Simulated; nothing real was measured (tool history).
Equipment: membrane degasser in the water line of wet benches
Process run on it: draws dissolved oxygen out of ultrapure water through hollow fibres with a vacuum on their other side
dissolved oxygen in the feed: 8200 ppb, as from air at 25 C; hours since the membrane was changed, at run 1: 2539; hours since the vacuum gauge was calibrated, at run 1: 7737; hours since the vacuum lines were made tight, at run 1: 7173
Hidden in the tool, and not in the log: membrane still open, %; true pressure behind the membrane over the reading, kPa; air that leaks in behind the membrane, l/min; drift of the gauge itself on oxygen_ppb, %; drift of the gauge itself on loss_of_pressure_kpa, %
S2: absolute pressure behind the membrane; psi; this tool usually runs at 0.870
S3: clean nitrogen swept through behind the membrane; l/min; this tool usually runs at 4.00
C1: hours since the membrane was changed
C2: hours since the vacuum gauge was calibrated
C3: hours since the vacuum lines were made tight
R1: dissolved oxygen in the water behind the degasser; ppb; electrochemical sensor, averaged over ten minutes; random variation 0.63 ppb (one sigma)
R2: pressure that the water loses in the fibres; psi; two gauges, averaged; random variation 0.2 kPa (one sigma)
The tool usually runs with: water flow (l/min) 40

run 1 hour=0.0 | water_flow_(l/min)=40 S2=0.870 S3=4.00 | C1=2539 C2=7737 C3=7173 | R1=81.7 R2=6.209
run 2 hour=66.2 | water_flow_(l/min)=55 S2=0.870 S3=4.00 | C1=2606 C2=7803 C3=7239 | R1=139.1 R2=8.559
run 3 hour=124.1 | water_flow_(l/min)=40 S2=0.870 S3=4.00 | C1=2664 C2=7861 C3=7297 | R1=82.5 R2=6.221
run 4 hour=182.5 | water_flow_(l/min)=40 S2=0.870 S3=1.67 | C1=2722 C2=7919 C3=7356 | R1=163.9 R2=6.248
run 5 hour=235.1 | water_flow_(l/min)=40 S2=0.870 S3=1.67 | C1=2775 C2=7972 C3=7408 | R1=163.1 R2=6.271
run 6 hour=289.2 | water_flow_(l/min)=32 S2=0.870 S3=4.00 | C1=2829 C2=8026 C3=7462 | R1=61.4 R2=5.002
run 7 hour=346.3 | water_flow_(l/min)=40 S2=0.870 S3=4.00 | C1=2886 C2=8083 C3=7519 | R1=84.3 R2=6.264
run 8 hour=387.3 | water_flow_(l/min)=40 S2=0.870 S3=4.00 | C1=2927 C2=8124 C3=7560 | R1=83.1 R2=6.240
run 9 hour=450.7 | water_flow_(l/min)=42 S2=0.870 S3=4.00 | C1=2990 C2=8187 C3=7624 | R1=90.5 R2=6.601
run 10 hour=508.3 | water_flow_(l/min)=50 S2=0.870 S3=4.00 | C1=3048 C2=8245 C3=7681 | R1=118.0 R2=7.865
-- hour=518.2 vacuum gauge calibrated
run 11 hour=543.9 | water_flow_(l/min)=50 S2=0.870 S3=4.00 | C1=3083 C2=26 C3=7716 | R1=118.0 R2=7.854
run 12 hour=572.4 | water_flow_(l/min)=33 S2=1.323 S3=4.00 | C1=3111 C2=54 C3=7745 | R1=122.7 R2=5.181
run 13 hour=634.3 | water_flow_(l/min)=27 S2=1.078 S3=4.00 | C1=3173 C2=116 C3=7807 | R1=72.5 R2=4.213
run 14 hour=667.5 | water_flow_(l/min)=54 S2=1.954 S3=8.53 | C1=3206 C2=149 C3=7840 | R1=205.1 R2=8.491
run 15 hour=715.3 | water_flow_(l/min)=54 S2=1.954 S3=8.53 | C1=3254 C2=197 C3=7888 | R1=204.2 R2=8.477
run 16 hour=780.8 | water_flow_(l/min)=61 S2=1.735 S3=2.14 | C1=3320 C2=263 C3=7953 | R1=570.2 R2=9.603
run 17 hour=839.6 | water_flow_(l/min)=47 S2=0.960 S3=7.78 | C1=3379 C2=321 C3=8012 | R1=79.4 R2=7.382
run 18 hour=876.0 | water_flow_(l/min)=25 S2=0.870 S3=1.61 | C1=3415 C2=358 C3=8049 | R1=103.4 R2=3.913
run 19 hour=917.3 | water_flow_(l/min)=43 S2=1.355 S3=4.96 | C1=3456 C2=399 C3=8090 | R1=147.2 R2=6.741
run 20 hour=947.2 | water_flow_(l/min)=43 S2=1.355 S3=4.96 | C1=3486 C2=429 C3=8120 | R1=149.5 R2=6.769
run 21 hour=983.7 | water_flow_(l/min)=53 S2=1.410 S3=4.43 | C1=3523 C2=465 C3=8156 | R1=222.9 R2=8.379
run 22 hour=1040.6 | water_flow_(l/min)=53 S2=1.410 S3=4.43 | C1=3580 C2=522 C3=8213 | R1=223.5 R2=8.245

Here are 3 independent what-if runs from the current tool condition. What would each one return?
run A hour=1107.6 | water_flow_(l/min)=40 S2=1.086 S3=4.00 | C1=3647 C2=589 C3=8280 | R1=? R2=?
run B hour=1107.6 | water_flow_(l/min)=32 S2=0.637 S3=7.15 | C1=3647 C2=589 C3=8280 | R1=? R2=?
run C hour=1107.6 | water_flow_(l/min)=55 S2=1.410 S3=2.81 | C1=3647 C2=589 C3=8280 | R1=? R2=?

run=A R1=118.0 R2=6.322
run=B R1=18.9 R2=5.046
run=C R1=331.1 R2=8.636
With the hidden condition removed and each run's random variation left untouched, the same runs would have given:
run=A R1=113.3 R2=6.180
run=B R1=17.3 R2=4.933
run=C R1=321.7 R2=8.443
